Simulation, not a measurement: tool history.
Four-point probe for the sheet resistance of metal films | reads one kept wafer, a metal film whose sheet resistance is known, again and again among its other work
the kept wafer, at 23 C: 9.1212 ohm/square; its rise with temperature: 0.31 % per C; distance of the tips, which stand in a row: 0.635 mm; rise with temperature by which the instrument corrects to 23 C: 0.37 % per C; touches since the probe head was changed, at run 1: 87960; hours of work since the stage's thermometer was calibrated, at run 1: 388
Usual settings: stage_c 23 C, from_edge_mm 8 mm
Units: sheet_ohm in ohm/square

run,day,stage_c,from_edge_mm,touches since the probe head was changed,hours of work since the stage's thermometer was calibrated,sheet_ohm
1,0,23,8,87960,388,9.051925
2,2.971,23,8,91150,432,9.049829
3,6.017,23,8,94423,478,9.04819
4,8.038,20,8,96598,508,9.065605
5,11.675,20,8,100504,563,9.061313
6,16.429,23,7,105612,634,9.05126
7,20.054,24,8,109506,689,9.030138
8,22.725,24,8,112377,729,9.029236
9,25.317,24,8,115158,768,9.026597
10,28.358,24,8,118426,813,9.0266
11,32.133,24,8,122484,870,9.025364
12,36.862,27,8,127567,941,9.000766
13,39.604,18,8,130511,982,9.053573
14,42.875,18,8,134025,1031,9.047574
15,44.842,22,8,136135,1061,9.022833
16,46.904,28,24,138353,1092,8.958049
17,49.908,31,24,141581,1137,8.939558
18,54.092,30,47,146077,1200,8.939892
19,56.296,31,14,148444,1233,8.939084
20,58.75,29,3,151082,1269,9.153009
21,60.779,18,4,153261,1300,9.126799

Forecast each of these 4 alternatives for the next run:
A,63.629,20,26,156322,1343,?
B,63.629,27,45,156322,1343,?
C,63.629,18,57,156322,1343,?
D,63.629,18,31,156322,1343,?

run,sheet_ohm
A,8.997032
B,8.949956
C,9.004614
D,9.005037
Without the tool's hidden state the same runs would have given:
run,sheet_ohm
A,9.1467
B,9.098954
C,9.154379
D,9.154807
